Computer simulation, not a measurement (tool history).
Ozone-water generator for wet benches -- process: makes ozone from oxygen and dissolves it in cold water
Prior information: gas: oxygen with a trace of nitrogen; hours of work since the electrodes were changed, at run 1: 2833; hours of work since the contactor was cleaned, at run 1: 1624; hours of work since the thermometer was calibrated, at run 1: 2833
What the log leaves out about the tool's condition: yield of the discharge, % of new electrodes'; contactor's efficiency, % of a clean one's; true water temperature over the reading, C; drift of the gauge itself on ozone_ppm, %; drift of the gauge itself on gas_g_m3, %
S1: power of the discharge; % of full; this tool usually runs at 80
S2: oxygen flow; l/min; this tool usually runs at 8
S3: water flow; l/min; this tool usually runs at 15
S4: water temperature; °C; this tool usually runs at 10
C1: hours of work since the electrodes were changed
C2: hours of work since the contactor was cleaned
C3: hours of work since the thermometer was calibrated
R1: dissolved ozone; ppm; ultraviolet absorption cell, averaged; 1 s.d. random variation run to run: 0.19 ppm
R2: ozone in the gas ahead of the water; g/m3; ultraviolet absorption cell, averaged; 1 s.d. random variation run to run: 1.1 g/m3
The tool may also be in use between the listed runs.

run,hour,S1,S2,S3,S4,C1,C2,C3,R1,R2
1,0,80,8,15,10,2833,1624,2833,24.8,179.7
2,200.6,80,8,15,10,2964,1755,2964,24.6,179.1
3,316.7,69,8,15,10,3040,1831,3040,22.5,163.1
4,460.7,69,8,15,10,3134,1925,3134,22.6,162.8
5,546,80,8,15,10,3189,1981,3189,24.6,176
6,706.4,80,8,15,6,3294,2085,3294,26.2,175
7,902.1,80,8,15,6,3422,2213,3422,26.2,175.3
8,1105.3,88,8,15,13,3555,2346,3555,24.7,184.9
9,1234.3,88,8,15,13,3639,2430,3639,24.2,184.8
10,1361.1,80,8,14,10,3722,2513,3722,25.1,175.3
11,1466.4,80,8,14,10,3790,2582,3790,25,176.9

Alternative continuations, all from the tool just after run 11; predict every row:
A,1563.3,54,8,16,14,3854,2645,3854,?,?
B,1563.3,76,8.61,14,10,3854,2645,3854,?,?
C,1563.3,80,9.4,15,10,3854,2645,3854,?,?

run,R1,R2
A,16.9,139
B,23.9,162.4
C,23,160.6
Take away the tool's hidden state, keep each run's random variation, and the runs would have read:
run,R1,R2
A,18.8,148.6
B,26.9,176.5
C,25.9,174.9

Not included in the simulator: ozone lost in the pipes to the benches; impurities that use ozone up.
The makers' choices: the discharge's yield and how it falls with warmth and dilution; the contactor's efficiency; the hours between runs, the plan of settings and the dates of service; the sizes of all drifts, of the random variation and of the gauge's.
